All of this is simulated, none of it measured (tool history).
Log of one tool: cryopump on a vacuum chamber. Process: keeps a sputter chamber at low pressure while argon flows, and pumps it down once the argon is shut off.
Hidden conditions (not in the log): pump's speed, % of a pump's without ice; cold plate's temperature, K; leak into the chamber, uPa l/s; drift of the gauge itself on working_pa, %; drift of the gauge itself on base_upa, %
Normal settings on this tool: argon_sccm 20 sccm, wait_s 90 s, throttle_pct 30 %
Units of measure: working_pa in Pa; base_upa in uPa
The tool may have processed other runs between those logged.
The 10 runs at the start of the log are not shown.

run	hour	argon_sccm	wait_s	throttle_pct	hours of work since the pump was warmed up and emptied	hours of work since the cold head was overhauled	hours of work since the chamber's fittings were tightened	working_pa	base_upa
11	851.3	23	90	30	833	833	3682	0.0714	2.6
12	954.5	23	90	30	874	874	3724	0.0718	2.65
13	1050	14	90	30	913	913	3762	0.0448	2.73
# hour 1090.4: pump warmed up, emptied and cooled again
14	1110.4	20	32	30	8	936	3785	0.0576	2.88
15	1188.2	20	32	30	40	967	3816	0.056	2.92
16	1300.7	20	32	30	85	1013	3862	0.0569	2.97
17	1362.1	20	90	18	110	1037	3887	0.0956	2.19
18	1427.1	20	90	18	136	1064	3913	0.0947	2.27
19	1479.3	20	90	18	157	1085	3934	0.0946	2.32
20	1575.5	18	144	37	196	1124	3973	0.0429	2.1
# hour 1617.8: leaking fittings of the chamber tightened, without venting
21	1631.1	8	144	33	218	1145	5	0.0221	0.43
22	1723.1	18	146	43	255	1183	43	0.0358	0.49
23	1823.8	9	111	43	296	1223	83	0.0175	0.52
24	1904.9	29	264	30	329	1256	116	0.0852	0.35
25	1977.9	29	264	30	358	1286	146	0.0847	0.4
26	2058.8	27	90	26	391	1318	178	0.0894	0.67
27	2106.8	20	114	45	410	1338	198	0.04	0.59
28	2210.3	16	180	30	452	1380	240	0.0483	0.54
29	2267.2	20	22	30	475	1403	263	0.059	2.06
30	2354.3	20	22	30	511	1438	298	0.059	2.08
31	2434.7	20	22	30	543	1471	331	0.0604	2.1
32	2551.5	11	21	31	590	1518	378	0.0318	2.18
33	2670.3	11	21	31	639	1566	426	0.0316	2.25

5 ways to go on from here, each from the tool as it stands after run 33. What would each give?
A	2721	20	30	21	659	1586	446	?	?
B	2721	11	21	39	659	1586	446	?	?
C	2721	30	49	30	659	1586	446	?	?
D	2721	23	76	24	659	1586	446	?	?
E	2721	17	90	30	659	1586	446	?	?

run	working_pa	base_upa
A	0.0843	1.62
B	0.0266	2.21
C	0.0894	1.2
D	0.0857	0.89
E	0.0513	0.85
Without the tool's unlogged condition, the same runs would have read:
run	working_pa	base_upa
A	0.0803	1.34
B	0.0244	1.93
C	0.0835	0.92
D	0.0811	0.61
E	0.0479	0.56

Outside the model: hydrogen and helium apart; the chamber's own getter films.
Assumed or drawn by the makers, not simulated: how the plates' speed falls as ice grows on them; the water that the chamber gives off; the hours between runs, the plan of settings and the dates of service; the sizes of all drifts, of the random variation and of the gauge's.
